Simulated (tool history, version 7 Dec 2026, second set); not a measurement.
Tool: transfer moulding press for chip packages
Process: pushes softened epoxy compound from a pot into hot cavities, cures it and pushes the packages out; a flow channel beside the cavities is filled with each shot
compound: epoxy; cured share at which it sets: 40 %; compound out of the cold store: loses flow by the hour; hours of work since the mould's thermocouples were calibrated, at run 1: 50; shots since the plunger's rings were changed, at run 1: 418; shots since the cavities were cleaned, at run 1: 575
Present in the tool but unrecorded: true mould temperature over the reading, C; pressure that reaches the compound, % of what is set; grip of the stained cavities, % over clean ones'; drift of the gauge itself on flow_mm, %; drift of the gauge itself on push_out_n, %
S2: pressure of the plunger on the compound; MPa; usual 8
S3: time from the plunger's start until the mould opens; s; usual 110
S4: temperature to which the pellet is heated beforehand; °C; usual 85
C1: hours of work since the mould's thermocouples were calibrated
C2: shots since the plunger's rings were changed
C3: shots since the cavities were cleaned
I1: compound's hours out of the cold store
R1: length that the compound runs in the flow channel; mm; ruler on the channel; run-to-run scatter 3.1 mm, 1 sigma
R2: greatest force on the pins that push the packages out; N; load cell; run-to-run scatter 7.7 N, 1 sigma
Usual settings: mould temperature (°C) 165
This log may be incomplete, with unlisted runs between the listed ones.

Run 1, hour 0: usual settings; C1 50; C2 418; C3 575; I1 37.1. Result: R1 722 mm, R2 596 N.
At hour 6.7: cavities cleaned with cleaning compound and waxed.
Run 2, hour 15.4: usual settings; C1 59; C2 566; C3 93; I1 34.8. Result: R1 722 mm, R2 378 N.
Run 3, hour 33: usual settings; C1 70; C2 753; C3 280; I1 14.3. Result: R1 766 mm, R2 486 N.
Run 4, hour 49.5: usual settings but S3 91 s; C1 81; C2 929; C3 456; I1 29.3. Result: R1 734 mm, R2 748 N.
Run 5, hour 57.7: usual settings but S3 91 s; C1 86; C2 1016; C3 543; I1 45.4. Result: R1 698 mm, R2 750 N.
At hour 67.9: cavities cleaned with cleaning compound and waxed.
Run 6, hour 69.3: usual settings but S3 91 s; C1 92; C2 1123; C3 14; I1 45.2. Result: R1 693 mm, R2 472 N.
Run 7, hour 84.7: usual settings; C1 102; C2 1288; C3 179; I1 41.1. Result: R1 704 mm, R2 442 N.
Run 8, hour 99.5: usual settings but mould temperature (°C) 173; C1 112; C2 1445; C3 336; I1 47.6. Result: R1 658 mm, R2 439 N.
Run 9, hour 115.9: usual settings but mould temperature (°C) 173; C1 122; C2 1620; C3 511; I1 47.8. Result: R1 659 mm, R2 495 N.
Run 10, hour 125.2: usual settings but mould temperature (°C) 173; C1 128; C2 1718; C3 609; I1 23.5. Result: R1 697 mm, R2 514 N.
At hour 129.2: cavities cleaned with cleaning compound and waxed.
Run 11, hour 142.8: usual settings but mould temperature (°C) 162; C1 139; C2 1890; C3 145; I1 24.3. Result: R1 742 mm, R2 509 N.
Run 12, hour 156.5: usual settings but mould temperature (°C) 162, S3 135 s; C1 147; C2 2036; C3 291; I1 29.4. Result: R1 727 mm, R2 456 N.
Run 13, hour 171.2: usual settings but mould temperature (°C) 162, S3 135 s; C1 157; C2 2193; C3 448; I1 11.7. Result: R1 765 mm, R2 516 N.
Run 14, hour 185.5: usual settings but mould temperature (°C) 162, S3 135 s; C1 166; C2 2344; C3 599; I1 41.7. Result: R1 693 mm, R2 549 N.
At hour 190: cavities cleaned with cleaning compound and waxed.
Run 15, hour 194.9: usual settings but mould temperature (°C) 168, S2 7.03 MPa, S3 95 s, S4 93 °C; C1 171; C2 2429; C3 52; I1 21.4. Result: R1 669 mm, R2 385 N.
Run 16, hour 212.8: usual settings but mould temperature (°C) 172, S2 6.68 MPa, S3 103 s, S4 76 °C; C1 182; C2 2620; C3 243; I1 11.3. Result: R1 662 mm, R2 417 N.
Run 17, hour 228.4: usual settings but mould temperature (°C) 172, S2 8.47 MPa, S3 142 s, S4 76 °C; C1 192; C2 2786; C3 409; I1 45.6. Result: R1 675 mm, R2 442 N.
Run 18, hour 239.6: usual settings but S2 7.84 MPa, S3 111 s, S4 86 °C; C1 200; C2 2905; C3 528; I1 47.4. Result: R1 661 mm, R2 562 N.
At hour 251.7: cavities cleaned with cleaning compound and waxed.
Run 19, hour 258.6: usual settings but mould temperature (°C) 162, S2 7.84 MPa, S3 111 s, S4 87 °C; C1 211; C2 3091; C3 73; I1 41.7. Result: R1 676 mm, R2 406 N.
Run 20, hour 275: usual settings but mould temperature (°C) 173, S3 123 s, S4 89 °C; C1 221; C2 3266; C3 248; I1 37.6. Result: R1 661 mm, R2 406 N.
Run 21, hour 289.3: usual settings but mould temperature (°C) 167, S3 123 s, S4 93 °C; C1 230; C2 3418; C3 400; I1 11.6. Result: R1 724 mm, R2 464 N.
Run 22, hour 296.8: usual settings but mould temperature (°C) 167, S3 123 s, S4 93 °C; C1 235; C2 3498; C3 480; I1 35.8. Result: R1 676 mm, R2 478 N.
At hour 300.3: plunger's sealing rings changed.
Run 23, hour 310.5: usual settings but mould temperature (°C) 167, S3 123 s, S4 93 °C; C1 242; C2 108; C3 599; I1 31.5. Result: R1 729 mm, R2 516 N.
At hour 314.5: cavities cleaned with cleaning compound and waxed.
Run 24, hour 320.3: usual settings but mould temperature (°C) 169, S2 7.07 MPa; C1 248; C2 196; C3 61; I1 30.8. Result: R1 685 mm, R2 334 N.
Run 25, hour 336.8: usual settings but mould temperature (°C) 169, S2 7.58 MPa, S3 122 s; C1 258; C2 372; C3 237; I1 11.9. Result: R1 740 mm, R2 420 N.
Run 26, hour 346.8: usual settings but S3 101 s, S4 83 °C; C1 265; C2 479; C3 344; I1 36.1. Result: R1 728 mm, R2 595 N.
Run 27, hour 355.6: usual settings but S3 101 s, S4 83 °C; C1 270; C2 573; C3 438; I1 40.8. Result: R1 709 mm, R2 633 N.

Each run again, without the hidden state but with its own random variation kept:
run   R1   R2
  1  726  328
  2  728  315
  3  775  329
  4  745  436
  5  710  419
  6  706  436
  7  719  322
  8  675  280
  9  678  284
 10  719  280
 11  767  387
 12  754  303
 13  795  307
 14  722  301
 15  698  345
 16  694  296
 17  710  275
 18  696  318
 19  715  342
 20  701  289
 21  771  293
 22  720  284
 23  728  289
 24  686  289
 25  743  296
 26  732  371
 27  714  371

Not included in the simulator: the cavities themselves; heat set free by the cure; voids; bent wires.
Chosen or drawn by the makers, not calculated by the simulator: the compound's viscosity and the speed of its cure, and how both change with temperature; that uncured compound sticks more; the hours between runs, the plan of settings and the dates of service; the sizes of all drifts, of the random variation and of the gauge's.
